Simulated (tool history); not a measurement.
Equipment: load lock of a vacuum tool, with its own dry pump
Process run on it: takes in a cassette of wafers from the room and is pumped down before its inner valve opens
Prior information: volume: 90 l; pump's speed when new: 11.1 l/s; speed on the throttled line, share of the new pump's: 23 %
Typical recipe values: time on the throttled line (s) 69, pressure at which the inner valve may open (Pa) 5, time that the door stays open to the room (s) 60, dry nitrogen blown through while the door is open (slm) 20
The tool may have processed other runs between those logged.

run	hour	time on the throttled line (s)	pressure at which the inner valve may open (Pa)	time that the door stays open to the room (s)	dry nitrogen blown through while the door is open (slm)	incoming humidity of the room's air, %	time from the closed door until the inner valve may open (s)	rise of the pressure with all valves shut (Pa/min)
1	0.0	69	5	60	20	45.7	134.3	0.032
2	65.2	69	5	60	20	42.7	134.2	0.032
3	103.9	69	5	60	20	44.0	134.0	0.035
4	177.5	69	5	60	20	46.8	134.3	0.030
5	232.2	69	5	60	20	42.9	133.3	0.028
6	284.7	69	5	60	20	43.6	134.1	0.035
7	366.9	69	5	60	20	46.7	133.6	0.030
8	435.0	99	5	60	20	44.8	156.7	0.030
9	489.7	99	5	60	28	49.0	156.0	0.025
10	570.1	69	5	60	20	44.1	133.6	0.030
11	638.8	69	5	60	20	43.8	133.6	0.032
12	683.2	79	5	60	20	43.8	141.6	0.027
13	728.0	69	5	60	9	43.5	133.6	0.030
14	786.0	69	5	60	44	43.3	133.3	0.017
15	824.7	69	5	60	44	45.7	134.0	0.016
16	900.5	69	5	60	44	47.9	133.5	0.019
17	987.6	69	5	60	44	45.0	134.1	0.019
18	1076.3	69	5	60	20	45.5	133.6	0.034
19	1168.9	69	5	60	20	48.2	133.0	0.026
20	1249.2	69	9	60	24	45.9	128.8	0.029
21	1291.9	70	8	90	6	41.9	130.7	0.049
22	1374.5	90	4	133	6	43.8	151.6	0.061
23	1415.9	74	4	133	5	44.5	139.4	0.059
24	1495.4	82	5	230	20	43.3	144.1	0.051
25	1585.9	68	5	229	15	42.7	132.9	0.061
26	1664.9	78	7	53	15	46.9	137.3	0.033
27	1753.5	78	7	53	15	48.3	137.7	0.033
28	1819.6	60	8	82	30	42.9	123.3	0.022
29	1887.5	69	5	60	5	44.3	134.2	0.035
30	1939.6	41	5	150	20	47.1	111.0	0.047
31	1978.9	121	7	150	20	43.8	170.3	0.041
32	2033.5	40	7	150	20	46.2	108.5	0.045
33	2087.0	69	5	60	7	45.9	133.4	0.038
34	2157.9	69	5	30	7	45.7	133.0	0.031
35	2220.5	69	5	30	7	46.1	132.8	0.027
36	2299.0	69	5	232	7	45.0	133.5	0.077
37	2339.2	69	5	232	7	45.7	133.4	0.082

Taken out of this log: 1 entry between the listed runs. Where each belongs, and how the hidden state differs across it:
From run 11 to run 12: door's seal changed, seat wiped (hour 647.0)
  leak at the door's seal, Pa l/s: 0.0035 -> 0.002
